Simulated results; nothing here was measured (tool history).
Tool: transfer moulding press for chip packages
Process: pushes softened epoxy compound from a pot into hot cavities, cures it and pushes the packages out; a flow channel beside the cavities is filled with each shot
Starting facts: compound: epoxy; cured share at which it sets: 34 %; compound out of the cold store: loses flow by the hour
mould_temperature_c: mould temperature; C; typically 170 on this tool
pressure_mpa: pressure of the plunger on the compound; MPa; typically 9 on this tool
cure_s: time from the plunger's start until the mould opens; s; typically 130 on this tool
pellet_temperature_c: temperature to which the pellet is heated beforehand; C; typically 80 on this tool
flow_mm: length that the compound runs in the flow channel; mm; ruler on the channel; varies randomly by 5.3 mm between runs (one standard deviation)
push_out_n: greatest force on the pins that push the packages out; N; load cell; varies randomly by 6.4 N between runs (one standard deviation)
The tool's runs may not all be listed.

run   hour  mould_temperature_c  pressure_mpa  cure_s  pellet_temperature_c  incoming compound's hours out of the cold store  flow_mm  push_out_n
  1      0                  170             9     130                    80                                             34.2      668         303
  2     12                  170             9     130                    80                                               44      632         317
  3   25.9                  170             9     130                    80                                             14.4      747         382
  4   39.7                  170             9     130                    80                                             24.3      709         387
  5   53.5                  170             9     130                    80                                             35.5      664         407
      64.3  -- cavities cleaned with cleaning compound and waxed
  6   65.6                  170             9     113                    80                                             14.5      748         520
  7   74.5                  170             9     157                    80                                             42.4      631         423
  8   86.3                  170             9     157                    80                                             15.3      741         413
      95.4  -- cavities cleaned with cleaning compound and waxed, once more
  9  108.1                  170             9     157                    80                                             24.1      691         293
 10  128.3                  170             9     157                    80                                             33.9      662         328
 11  145.8                  170             9     130                    80                                             18.5      729         392
 12    160                  170             9     130                    80                                             33.3      651         405
     168.7  -- cavities cleaned with cleaning compound and waxed
 13  179.7                  176             9     130                    80                                             40.6      609         271
 14  196.3                  176             9     130                    80                                             44.2      598         326
     214.6  -- plunger's sealing rings changed
 15  218.8                  170          9.24     124                    80                                             10.8      838         420
 16    230                  170          9.24     124                    86                                             24.5      769         406
     243.9  -- cavities cleaned with cleaning compound and waxed
 17  248.9                  170           7.9     130                    78                                             22.3      718         277
 18  259.1                  166          9.47     130                    78                                             15.8      834         362
 19    280                  166          9.75     130                    71                                             47.7      707         406
 20  297.7                  166          9.75     130                    71                                             23.1      803         440
     316.4  -- cavities cleaned with cleaning compound and waxed
 21  319.4                  170          9.75     130                    87                                              9.7      853         264
 22  335.8                  170          9.75     130                    87                                             30.9      752         329
 23  351.5                  170           9.1     166                    75                                             41.4      682         337
 24    364                  169          9.58     112                    85                                             29.7      737         460
 25  382.5                  169          7.81     148                    85                                             17.2      728         383
     389.6  -- cavities cleaned with cleaning compound and waxed
 26  401.3                  173          8.63     157                    82                                             27.9      709         281
 27  410.1                  164             9     127                    79                                             25.2      766         446
 28  424.7                  164             9     127                    79                                             42.6      673         445

Each row is a separate what-if for the run after 28, all from the same tool condition, not one after another. Results?
  A  437.9                  164          7.53     150                    79                                             36.5        ?           ?
  B  437.9                  164             9     127                    85                                             15.6        ?           ?
  C  437.9                  170          8.92     129                    72                                             34.9        ?           ?
  D  437.9                  173             9     127                    79                                             44.3        ?           ?
  E  437.9                  174          7.25     130                    80                                             29.8        ?           ?

run  flow_mm  push_out_n
  A      639         407
  B      801         502
  C      684         392
  D      652         355
  E      632         360
Take away the tool's hidden state, keep each run's random variation, and the runs would have read:
run  flow_mm  push_out_n
  A      661         263
  B      828         319
  C      708         255
  D      675         229
  E      654         233
